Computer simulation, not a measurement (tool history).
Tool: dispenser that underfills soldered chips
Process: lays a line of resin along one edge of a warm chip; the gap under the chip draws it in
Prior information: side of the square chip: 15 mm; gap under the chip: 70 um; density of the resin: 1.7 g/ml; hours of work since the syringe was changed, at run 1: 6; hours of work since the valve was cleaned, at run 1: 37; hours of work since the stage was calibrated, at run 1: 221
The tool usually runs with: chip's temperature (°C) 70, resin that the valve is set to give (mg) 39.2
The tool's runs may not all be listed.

run	hour	chip's temperature (°C)	resin that the valve is set to give (mg)	hours of work since the syringe was changed	hours of work since the valve was cleaned	hours of work since the stage was calibrated	time until the resin shows at the far edge (s)	resin that the valve gave (mg)
1	0.0	70	39.2	6	37	221	94.8	37.98
# hour 8.1: new syringe of resin
2	8.8	70	39.2	1	43	228	63.4	37.80
3	14.9	70	43.1	5	48	233	91.3	41.27
4	21.6	70	39.2	10	53	238	136.1	37.34
# hour 23.4: new syringe of resin
5	29.7	70	39.2	5	59	244	89.2	37.15
# hour 35.0: dispensing valve cleaned and set on the balance
6	35.0	70	39.2	8	0	247	113.3	39.15
# hour 39.4: new syringe of resin
7	42.2	70	39.2	2	5	253	71.4	38.97
8	49.1	70	39.2	7	11	258	109.1	38.78
9	53.6	70	39.2	11	14	261	141.5	38.68
# hour 54.6: new syringe of resin
10	60.9	70	36.2	5	20	267	90.2	35.52
11	65.0	70	36.2	8	23	270	116.1	35.44
# hour 70.2: new syringe of resin
12	71.8	70	36.2	1	28	275	69.0	35.43
13	75.3	74	39.2	4	30	278	68.4	38.04
14	81.1	74	39.2	8	35	282	92.4	38.11
# hour 85.7: new syringe of resin
15	89.8	74	39.2	3	41	289	64.0	37.76
16	97.1	74	39.2	9	47	294	98.9	37.57
# hour 101.0: new syringe of resin
17	104.0	70	41.4	2	52	300	72.2	39.40
18	112.4	70	41.4	9	59	306	118.7	39.35
# hour 116.4: new syringe of resin
19	116.5	73	34.7	0	62	309	55.6	32.96
# hour 119.3: dispensing valve cleaned and set on the balance
20	125.8	73	34.7	7	5	315	89.3	34.64
# hour 132.5: new syringe of resin
21	134.5	73	34.7	2	12	322	62.4	34.45
22	139.2	69	50.7	5	15	326	96.9	50.30
23	145.5	58	38.8	10	20	330	268.7	38.24
# hour 148.1: new syringe of resin
24	152.0	68	43.1	3	25	335	86.5	42.43
25	159.8	58	39.2	9	31	341	241.4	38.28
# hour 163.1: new syringe of resin
26	164.6	57	45.2	1	34	345	137.3	43.83
27	171.4	57	34.7	6	40	350	220.2	33.72
28	177.6	57	34.7	11	44	355	313.7	33.36
# hour 178.4: new syringe of resin
29	181.5	75	48.0	2	47	358	56.8	46.16
30	189.2	75	48.0	8	53	364	90.7	45.81
# hour 193.6: new syringe of resin
31	196.8	70	45.4	2	59	369	74.5	43.12
32	200.8	70	45.4	6	62	372	95.2	43.11
# hour 202.6: dispensing valve cleaned and set on the balance
# hour 209.8: new syringe of resin
33	210.6	70	45.4	1	6	379	63.7	45.17
34	216.9	76	50.7	5	11	384	66.5	50.37
35	221.6	76	50.7	9	14	387	88.2	49.90
# hour 225.0: new syringe of resin
36	228.2	70	46.3	3	19	392	74.1	45.58

Alternative continuations, all from the tool just after run 36; predict every row:
A	232.8	64	47.1	6	23	396	?	?
B	232.8	63	49.8	6	23	396	?	?
C	232.8	58	33.3	6	23	396	?	?

run	time until the resin shows at the far edge (s)	resin that the valve gave (mg)
A	136.2	46.06
B	142.9	48.65
C	208.0	32.63
With no hidden state in the tool, these same runs would have given:
run	time until the resin shows at the far edge (s)	resin that the valve gave (mg)
A	79.9	46.97
B	84.0	49.61
C	121.3	33.27

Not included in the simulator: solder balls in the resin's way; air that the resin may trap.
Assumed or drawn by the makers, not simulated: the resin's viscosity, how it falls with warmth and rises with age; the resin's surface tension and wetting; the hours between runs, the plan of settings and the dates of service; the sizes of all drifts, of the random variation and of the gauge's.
